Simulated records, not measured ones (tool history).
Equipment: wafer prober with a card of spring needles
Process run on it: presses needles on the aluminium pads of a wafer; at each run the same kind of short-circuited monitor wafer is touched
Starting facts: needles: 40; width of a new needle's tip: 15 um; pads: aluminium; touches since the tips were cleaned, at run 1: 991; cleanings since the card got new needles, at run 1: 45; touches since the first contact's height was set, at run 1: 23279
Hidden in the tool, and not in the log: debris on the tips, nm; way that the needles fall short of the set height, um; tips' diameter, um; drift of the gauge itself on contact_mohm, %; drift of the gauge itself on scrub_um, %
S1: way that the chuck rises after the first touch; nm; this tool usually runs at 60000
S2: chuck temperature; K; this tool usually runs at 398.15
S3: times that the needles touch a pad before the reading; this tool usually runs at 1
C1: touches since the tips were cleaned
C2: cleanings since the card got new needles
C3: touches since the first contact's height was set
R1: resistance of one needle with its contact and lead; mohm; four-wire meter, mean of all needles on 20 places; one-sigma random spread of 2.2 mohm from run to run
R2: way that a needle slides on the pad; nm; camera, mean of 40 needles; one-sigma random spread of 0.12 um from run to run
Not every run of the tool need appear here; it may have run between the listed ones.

run     day     S1      S2  S3    C1   C2     C3   R1     R2
  1   0.000  60000  398.15   1   991   45  23279  270  15480
      0.117  -- tips cleaned on abrasive film
      0.400  -- tips cleaned on abrasive film
      0.683  -- tips cleaned on abrasive film
      0.967  -- tips cleaned on abrasive film
      1.254  -- tips cleaned on abrasive film
      1.538  -- tips cleaned on abrasive film
  2   1.662  60000  398.15   1  1005   51  36318  275  15270
      1.779  -- tips cleaned on abrasive film
      2.062  -- tips cleaned on abrasive film
      2.346  -- tips cleaned on abrasive film
      2.633  -- tips cleaned on abrasive film
      2.917  -- tips cleaned on abrasive film
      3.200  -- tips cleaned on abrasive film
      3.483  -- tips cleaned on abrasive film
      3.767  -- tips cleaned on abrasive film
      4.054  -- tips cleaned on abrasive film
      4.338  -- tips cleaned on abrasive film
  3   4.396  60000  398.15   1   484   61  57751  268  15020
      4.571  -- tips cleaned on abrasive film
      4.854  -- tips cleaned on abrasive film
      5.138  -- tips cleaned on abrasive film
      5.254  -- tips cleaned on abrasive film, once more
      5.538  -- tips cleaned on abrasive film
      5.821  -- tips cleaned on abrasive film
      6.104  -- tips cleaned on abrasive film
  4   6.158  60000  398.15   2   417   68  71533  262  14830
      6.388  -- tips cleaned on abrasive film
      6.512  -- height of the first contact set anew
      6.683  -- tips cleaned on abrasive film
      6.967  -- tips cleaned on abrasive film
      7.196  -- tips cleaned on abrasive film
      7.479  -- tips cleaned on abrasive film
      7.762  -- tips cleaned on abrasive film
      7.992  -- tips cleaned on abrasive film
      8.275  -- tips cleaned on abrasive film
      8.562  -- tips cleaned on abrasive film
  5   8.729  60000  398.15   2  1334   77  17382  270  15550
      8.846  -- tips cleaned on abrasive film
      9.129  -- tips cleaned on abrasive film
      9.412  -- tips cleaned on abrasive film
      9.696  -- tips cleaned on abrasive film
      9.983  -- tips cleaned on abrasive film
     10.267  -- tips cleaned on abrasive film
     10.550  -- tips cleaned on abrasive film
     10.833  -- tips cleaned on abrasive film
     11.117  -- tips cleaned on abrasive film
     11.404  -- tips cleaned on abrasive film
  6  11.550  60000  398.15   1  1159   87  39492  284  15420
     11.662  -- tips cleaned on abrasive film
     11.950  -- tips cleaned on abrasive film
     12.233  -- tips cleaned on abrasive film
     12.517  -- tips cleaned on abrasive film
     12.800  -- tips cleaned on abrasive film
     13.083  -- tips cleaned on abrasive film
  7  13.150  60000  340.15   1   503   93  52031  254  15100
     13.321  -- tips cleaned on abrasive film
     13.604  -- tips cleaned on abrasive film
     13.888  -- tips cleaned on abrasive film
     14.171  -- tips cleaned on abrasive film
     14.458  -- tips cleaned on abrasive film
     14.742  -- tips cleaned on abrasive film
     15.025  -- tips cleaned on abrasive film
     15.308  -- tips cleaned on abrasive film
     15.596  -- tips cleaned on abrasive film
     15.821  -- tips cleaned on abrasive film
     15.946  -- height of the first contact set anew
     16.075  -- tips cleaned on abrasive film
  8  16.075  49000  398.15   1     0  104   1001  258  13020
     16.358  -- tips cleaned on abrasive film
     16.646  -- tips cleaned on abrasive film
     16.929  -- tips cleaned on abrasive film
     17.158  -- tips cleaned on abrasive film
     17.442  -- tips cleaned on abrasive film
     17.671  -- tips cleaned on abrasive film
     17.954  -- tips cleaned on abrasive film
  9  17.954  49000  398.15   1     0  111  15704  255  12820
     18.238  -- tips cleaned on abrasive film
     18.521  -- tips cleaned on abrasive film
     18.804  -- tips cleaned on abrasive film
     19.092  -- tips cleaned on abrasive film
     19.375  -- tips cleaned on abrasive film
     19.658  -- tips cleaned on abrasive film
     19.942  -- tips cleaned on abrasive film
     20.225  -- tips cleaned on abrasive film
     20.512  -- tips cleaned on abrasive film
     20.796  -- tips cleaned on abrasive film
 10  20.988  79000  392.15   1  1530  121  39522  271  20360
     21.046  -- tips cleaned on abrasive film
     21.333  -- tips cleaned on abrasive film
     21.617  -- tips cleaned on abrasive film
     21.900  -- tips cleaned on abrasive film
     22.183  -- tips cleaned on abrasive film
     22.467  -- tips cleaned on abrasive film
 11  22.583  60000  398.15   2   920  127  52033  274  15080
     22.700  -- tips cleaned on abrasive film
     22.983  -- tips cleaned on abrasive film
     23.267  -- tips cleaned on abrasive film
     23.550  -- tips cleaned on abrasive film
     23.838  -- tips cleaned on abrasive film
 12  24.012  60000  308.15   2  1417  132  63246  260  15140
     24.075  -- tips cleaned on abrasive film
     24.358  -- tips cleaned on abrasive film
     24.642  -- tips cleaned on abrasive film
     24.925  -- tips cleaned on abrasive film
     25.212  -- tips cleaned on abrasive film
     25.392  -- height of the first contact set anew
     25.450  -- tips cleaned on abrasive film
     25.738  -- tips cleaned on abrasive film
     26.021  -- tips cleaned on abrasive film
     26.250  -- tips cleaned on abrasive film
     26.533  -- tips cleaned on abrasive film
 13  26.538  60000  308.15   2    44  142   8959  232  15790
     26.767  -- tips cleaned on abrasive film
     27.050  -- tips cleaned on abrasive film
     27.333  -- tips cleaned on abrasive film
     27.621  -- tips cleaned on abrasive film
     27.904  -- tips cleaned on abrasive film
     28.188  -- tips cleaned on abrasive film
     28.471  -- tips cleaned on abrasive film
     28.754  -- tips cleaned on abrasive film
     29.042  -- tips cleaned on abrasive film
     29.325  -- tips cleaned on abrasive film
 14  29.500  49000  398.15   2  1408  152  32214  298  12590
     29.562  -- tips cleaned on abrasive film
     29.846  -- tips cleaned on abrasive film
     30.129  -- tips cleaned on abrasive film
     30.358  -- tips cleaned on abrasive film
     30.642  -- tips cleaned on abrasive film
     30.925  -- tips cleaned on abrasive film
     31.208  -- tips cleaned on abrasive film
     31.496  -- tips cleaned on abrasive film
     31.779  -- tips cleaned on abrasive film
 15  31.933  49000  376.15   1  1218  161  51262  315  12270
     32.050  -- tips cleaned on abrasive film
     32.333  -- tips cleaned on abrasive film
     32.617  -- tips cleaned on abrasive film
     32.846  -- tips cleaned on abrasive film
     33.129  -- tips cleaned on abrasive film
     33.412  -- tips cleaned on abrasive film
     33.696  -- tips cleaned on abrasive film
     33.983  -- tips cleaned on abrasive film
     34.267  -- tips cleaned on abrasive film
     34.550  -- tips cleaned on abrasive film
     34.833  -- tips cleaned on abrasive film
     34.846  -- height of the first contact set anew
 16  34.992  45000  350.15   1  1147  172   1147  308  11770
     35.108  -- tips cleaned on abrasive film
     35.392  -- tips cleaned on abrasive film
     35.675  -- tips cleaned on abrasive film
     35.958  -- tips cleaned on abrasive film
     36.242  -- tips cleaned on abrasive film
     36.529  -- tips cleaned on abrasive film
     36.812  -- tips cleaned on abrasive film
     37.096  -- tips cleaned on abrasive film
     37.379  -- tips cleaned on abrasive film
     37.667  -- tips cleaned on abrasive film
     37.950  -- tips cleaned on abrasive film
     38.233  -- tips cleaned on abrasive film
 17  38.296  42000  300.15   1   514  184  27071  298  10730
     38.471  -- tips cleaned on abrasive film
     38.754  -- tips cleaned on abrasive film
     39.038  -- tips cleaned on abrasive film
     39.267  -- tips cleaned on abrasive film
     39.550  -- tips cleaned on abrasive film
     39.833  -- tips cleaned on abrasive film
 18  39.875  42000  300.15   2   327  190  39431  262  10470

Each row is a separate what-if for the run after 18, all from the same tool condition, not one after another. Results?
     40.104  -- tips cleaned on abrasive film
     40.333  -- tips cleaned on abrasive film
     40.617  -- tips cleaned on abrasive film
     40.900  -- tips cleaned on abrasive film
     41.183  -- tips cleaned on abrasive film
     41.471  -- tips cleaned on abrasive film
     41.754  -- tips cleaned on abrasive film
     42.038  -- tips cleaned on abrasive film
     42.321  -- tips cleaned on abrasive film
  A  42.488  60000  398.15   3  1328  199  59927   ?   ?
     40.104  -- tips cleaned on abrasive film
     40.333  -- tips cleaned on abrasive film
     40.617  -- tips cleaned on abrasive film
     40.900  -- tips cleaned on abrasive film
     41.183  -- tips cleaned on abrasive film
     41.471  -- tips cleaned on abrasive film
     41.754  -- tips cleaned on abrasive film
     42.038  -- tips cleaned on abrasive film
     42.321  -- tips cleaned on abrasive film
  B  42.488  72000  363.15   2  1328  199  59927   ?   ?
     40.104  -- tips cleaned on abrasive film
     40.333  -- tips cleaned on abrasive film
     40.617  -- tips cleaned on abrasive film
     40.900  -- tips cleaned on abrasive film
     41.183  -- tips cleaned on abrasive film
     41.471  -- tips cleaned on abrasive film
     41.754  -- tips cleaned on abrasive film
     42.038  -- tips cleaned on abrasive film
     42.321  -- tips cleaned on abrasive film
  C  42.488  44000  322.15   1  1328  199  59927   ?   ?

run   R1     R2
  A  269  15150
  B  266  18270
  C  344  11090
With no hidden state in the tool, these same runs would have given:
run   R1     R2
  A  248  15800
  B  240  18920
  C  234  11750
